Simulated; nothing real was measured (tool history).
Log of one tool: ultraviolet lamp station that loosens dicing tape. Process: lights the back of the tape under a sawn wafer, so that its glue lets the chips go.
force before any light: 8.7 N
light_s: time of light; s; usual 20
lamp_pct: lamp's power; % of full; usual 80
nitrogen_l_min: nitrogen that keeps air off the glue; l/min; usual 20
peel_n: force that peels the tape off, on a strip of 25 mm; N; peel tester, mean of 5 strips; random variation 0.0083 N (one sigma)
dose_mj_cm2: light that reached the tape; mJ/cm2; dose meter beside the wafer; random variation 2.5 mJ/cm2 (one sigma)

run,hour,light_s,lamp_pct,nitrogen_l_min,peel_n,dose_mj_cm2
1,0.0,20,80,20,0.621,221
2,74.0,20,80,20,0.648,214
3,124.8,20,80,20,0.661,215
4,187.8,20,80,20,0.724,210
5,254.8,20,80,20,0.776,202
6,335.6,20,80,20,0.808,198
# hour 395.8: window cleaned of glue's vapour
7,405.5,39,80,20,0.281,326
8,483.5,20,80,20,1.187,160
9,571.9,20,80,20,1.275,151
10,661.7,20,80,20,1.400,146
11,725.2,20,80,40,0.977,142
# hour 743.7: lamp changed
# hour 806.1: window cleaned of glue's vapour, once more
12,809.9,20,80,40,0.222,292
13,877.8,20,80,40,0.239,286
14,967.8,20,80,29,0.307,278
15,1013.6,20,80,29,0.297,275
16,1058.7,20,80,29,0.318,268
17,1149.8,20,80,29,0.316,262
18,1233.6,20,80,29,0.333,253
19,1287.1,20,80,29,0.371,246
20,1327.8,16,80,20,0.815,196
21,1379.9,20,80,20,0.545,240
22,1453.1,20,80,20,0.529,233
23,1531.8,14,95,12,1.296,189
# hour 1570.3: window cleaned of glue's vapour
24,1585.7,23,96,32,0.191,376
25,1649.1,23,96,32,0.191,357
26,1738.8,25,96,22,0.207,383
27,1782.0,14,70,17,1.411,156
28,1867.6,14,70,17,1.420,147
29,1931.6,16,60,11,2.017,141
30,1979.9,32,60,11,0.607,279
31,2041.4,32,60,11,0.610,280
32,2107.5,32,60,11,0.688,270
33,2182.8,32,60,11,0.714,261
34,2271.9,24,66,20,0.729,211
35,2322.8,20,68,26,0.828,176
# hour 2332.5: window cleaned of glue's vapour
36,2407.2,12,71,28,1.455,127
37,2476.7,38,80,23,0.181,439
38,2520.4,29,80,9,0.490,335
39,2557.6,29,80,9,0.517,330
40,2607.6,20,80,15,0.744,223
41,2673.8,31,72,16,0.373,305
42,2730.4,20,73,20,0.830,196

Measured less the same run without the tool's hidden state. The same run-to-run variation is in both; the gauge's scatter may not be:
The hidden state here: lamp's light, % of a new lamp's; light that the window lets through, % of a clean one's; drift of the gauge itself on peel_n, %; drift of the gauge itself on dose_mj_cm2, %.
run,peel_n,dose_mj_cm2
1,+0.285,-75
2,+0.322,-81
3,+0.339,-84
4,+0.384,-90
5,+0.438,-94
6,+0.478,-102
7,+0.119,-259
8,+0.861,-138
9,+0.959,-144
10,+1.066,-151
11,+0.753,-156
12,+0.005,-4
13,+0.012,-11
14,+0.035,-19
15,+0.043,-25
16,+0.053,-28
17,+0.071,-37
18,+0.091,-45
19,+0.109,-49
20,+0.282,-42
21,+0.200,-58
22,+0.216,-64
23,+0.538,-60
24,+0.013,-41
25,+0.016,-47
26,+0.027,-64
27,+0.376,-29
28,+0.426,-32
29,+0.579,-36
30,+0.248,-76
31,+0.266,-83
32,+0.315,-90
33,+0.353,-96
34,+0.384,-87
35,+0.448,-78
36,+0.468,-30
37,+0.015,-120
38,+0.200,-97
39,+0.218,-100
40,+0.346,-74
41,+0.159,-111
42,+0.420,-77

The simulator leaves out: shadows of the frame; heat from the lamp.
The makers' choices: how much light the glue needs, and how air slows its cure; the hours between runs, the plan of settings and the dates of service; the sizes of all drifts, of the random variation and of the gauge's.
